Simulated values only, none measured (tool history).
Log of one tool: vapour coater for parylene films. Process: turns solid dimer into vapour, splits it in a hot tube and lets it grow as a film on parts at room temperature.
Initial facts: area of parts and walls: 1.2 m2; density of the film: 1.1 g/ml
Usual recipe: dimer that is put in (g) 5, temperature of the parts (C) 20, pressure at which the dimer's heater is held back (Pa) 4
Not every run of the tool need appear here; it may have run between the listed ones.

run,hour,dimer that is put in (g),temperature of the parts (C),pressure at which the dimer's heater is held back (Pa),thickness of the film (um)
1,0,5,20,4,1.91
2,16.7,5,30,4,1.6
3,33.4,5,30,4,1.64
4,50.1,5,30,4,1.61
5,61.5,5,30,4,1.57
6,76.1,5,20,4,1.86
7,89.4,5,20,4,1.88
8,98.4,5,20,4,1.86
9,107.3,5,20,3.5,1.9
10,122.2,4,14,3.5,1.7
11,139.1,6,18,4.87,2.31
12,153.3,6,18,4.87,2.23
13,164.5,3,12,3.49,1.26
14,175.2,8,20,8.07,2.78
15,182.2,3,24,10.43,0.94
16,191.1,3,24,3.98,1.01
17,198.2,6,22,5.9,2.05
18,209.7,6,23,5.9,2.01

What if the next run were any one of these 4? Each begins from the tool's condition after run 18:
A,226,3,16,4,?
B,226,5,15,4,?
C,226,8,13,2.06,?
D,226,6,31,5.6,?

run,thickness of the film (um)
A,1.17
B,1.99
C,3.55
D,1.82
Take away the tool's hidden state, keep each run's random variation, and the runs would have read:
run,thickness of the film (um)
A,1.23
B,2.09
C,3.73
D,1.91
